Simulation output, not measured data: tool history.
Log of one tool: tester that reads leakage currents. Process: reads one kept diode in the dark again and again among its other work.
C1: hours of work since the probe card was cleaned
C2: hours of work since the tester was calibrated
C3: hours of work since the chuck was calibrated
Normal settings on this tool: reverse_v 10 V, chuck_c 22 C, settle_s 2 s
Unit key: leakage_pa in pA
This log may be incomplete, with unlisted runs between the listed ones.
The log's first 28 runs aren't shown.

run 29 day=64.946 | reverse_v=3.6 chuck_c=29 settle_s=2 | C1=2232 C2=583 C3=337 | leakage_pa=35.32
run 30 day=67.612 | reverse_v=7.8 chuck_c=22 settle_s=7.48 | C1=2262 C2=613 C3=367 | leakage_pa=33.33
run 31 day=70.067 | reverse_v=7.8 chuck_c=22 settle_s=7.48 | C1=2289 C2=640 C3=395 | leakage_pa=33.51
run 32 day=72.296 | reverse_v=5.7 chuck_c=23 settle_s=2 | C1=2314 C2=665 C3=420 | leakage_pa=29.8
run 33 day=75.842 | reverse_v=5.7 chuck_c=23 settle_s=2 | C1=2354 C2=705 C3=459 | leakage_pa=30.05
run 34 day=78.496 | reverse_v=5.7 chuck_c=23 settle_s=2 | C1=2384 C2=735 C3=489 | leakage_pa=29.94
run 35 day=81.679 | reverse_v=1 chuck_c=57 settle_s=7.22 | C1=2419 C2=770 C3=525 | leakage_pa=180.48
run 36 day=83.271 | reverse_v=1 chuck_c=57 settle_s=7.22 | C1=2437 C2=788 C3=543 | leakage_pa=178.7
-- day=84.896 chuck's temperature calibrated
run 37 day=85.912 | reverse_v=2.4 chuck_c=22 settle_s=0.63 | C1=2466 C2=817 C3=11 | leakage_pa=19.05
run 38 day=89.612 | reverse_v=10 chuck_c=23 settle_s=1.2 | C1=2507 C2=858 C3=53 | leakage_pa=47.31
run 39 day=92.471 | reverse_v=1.2 chuck_c=21 settle_s=2 | C1=2539 C2=890 C3=85 | leakage_pa=11.27
run 40 day=94.112 | reverse_v=10 chuck_c=22 settle_s=1.33 | C1=2558 C2=909 C3=103 | leakage_pa=44.88

Forecast each of these 4 alternatives for the next run:
run A day=97.346 | reverse_v=18.3 chuck_c=48 settle_s=1.35 | C1=2594 C2=945 C3=140 | leakage_pa=?
run B day=97.346 | reverse_v=10.6 chuck_c=22 settle_s=5.35 | C1=2594 C2=945 C3=140 | leakage_pa=?
run C day=97.346 | reverse_v=10 chuck_c=26 settle_s=0.38 | C1=2594 C2=945 C3=140 | leakage_pa=?
run D day=97.346 | reverse_v=9 chuck_c=25 settle_s=1.66 | C1=2594 C2=945 C3=140 | leakage_pa=?

run=A leakage_pa=346.14
run=B leakage_pa=44.47
run=C leakage_pa=62.86
run=D leakage_pa=48.8
Without the tool's hidden state the same runs would have given:
run=A leakage_pa=319.75
run=B leakage_pa=25.5
run=C leakage_pa=45.35
run=D leakage_pa=32.94
